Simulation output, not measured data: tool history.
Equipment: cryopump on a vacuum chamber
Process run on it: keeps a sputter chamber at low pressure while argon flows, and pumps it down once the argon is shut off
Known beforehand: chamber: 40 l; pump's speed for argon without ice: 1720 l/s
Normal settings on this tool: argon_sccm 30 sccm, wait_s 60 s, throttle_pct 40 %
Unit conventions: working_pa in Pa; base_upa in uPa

| run | hour | argon_sccm | wait_s | throttle_pct | working_pa | base_upa |
|---|---|---|---|---|---|---|
| 1 | 0 | 30 | 60 | 40 | 0.0745 | 2.89 |
| 2 | 16.5 | 30 | 60 | 40 | 0.075 | 2.96 |
| 3 | 27.1 | 14 | 60 | 40 | 0.0341 | 2.93 |
| 4 | 41.2 | 14 | 60 | 40 | 0.0356 | 3.01 |
| 5 | 57.2 | 14 | 60 | 40 | 0.0347 | 2.86 |
| 6 | 74.3 | 14 | 60 | 40 | 0.0347 | 3.01 |
| 7 | 82 | 14 | 60 | 40 | 0.0352 | 2.93 |
| 8 | 90.2 | 30 | 60 | 40 | 0.0743 | 2.96 |
| 9 | 99.4 | 30 | 60 | 40 | 0.0744 | 3.05 |
| 10 | 114.1 | 30 | 60 | 40 | 0.0753 | 2.94 |
| 11 | 130.6 | 30 | 60 | 40 | 0.0754 | 3.04 |
| 12 | 143.7 | 30 | 60 | 40 | 0.0757 | 3.07 |
| 13 | 154.5 | 30 | 60 | 40 | 0.0746 | 3.01 |
| 14 | 171.2 | 30 | 60 | 40 | 0.0762 | 3.04 |
| 15 | 180.9 | 30 | 60 | 40 | 0.0763 | 3 |
| 16 | 188.3 | 30 | 60 | 27 | 0.1095 | 3.01 |
| 17 | 197.2 | 30 | 60 | 40 | 0.0752 | 3.02 |
| 18 | 204.8 | 24 | 29 | 56 | 0.0437 | 4.62 |
| 19 | 218.6 | 42 | 93 | 34 | 0.1236 | 2.59 |
| 20 | 227.5 | 29 | 187 | 19 | 0.1514 | 2.16 |
| 21 | 234.5 | 29 | 187 | 19 | 0.1519 | 2.1 |
| 22 | 246.5 | 29 | 187 | 19 | 0.1512 | 2.19 |
| 23 | 261.6 | 15 | 60 | 40 | 0.0377 | 3.1 |
| 24 | 276.6 | 46 | 60 | 31 | 0.1496 | 3.1 |
| 25 | 292 | 46 | 60 | 31 | 0.1495 | 3.15 |
| 26 | 305 | 53 | 60 | 47 | 0.115 | 3.1 |
| 27 | 314.9 | 53 | 60 | 47 | 0.1154 | 3.16 |
| 28 | 327.4 | 24 | 64 | 21 | 0.1148 | 3.03 |
| 29 | 335.6 | 24 | 64 | 21 | 0.1128 | 3.11 |
| 30 | 352.7 | 24 | 64 | 21 | 0.115 | 3.07 |
| 31 | 363.4 | 30 | 60 | 18 | 0.1669 | 3.21 |
| 32 | 371.2 | 30 | 86 | 27 | 0.114 | 2.8 |
| 33 | 383.7 | 21 | 288 | 18 | 0.1169 | 2.07 |

Each row is a separate what-if for the run after 33, all from the same tool condition, not one after another. Results?
| A | 393.5 | 30 | 271 | 16 | ? | ? |
| B | 393.5 | 30 | 33 | 40 | ? | ? |
| C | 393.5 | 43 | 60 | 56 | ? | ? |
| D | 393.5 | 29 | 60 | 36 | ? | ? |

| run | working_pa | base_upa |
|---|---|---|
| A | 0.186 | 2.12 |
| B | 0.0766 | 4.34 |
| C | 0.0799 | 3.22 |
| D | 0.0822 | 3.15 |
Had the tool no hidden state, the same runs would have come out as:
| run | working_pa | base_upa |
|---|---|---|
| A | 0.1828 | 0.48 |
| B | 0.0734 | 2.67 |
| C | 0.0752 | 1.55 |
| D | 0.079 | 1.52 |
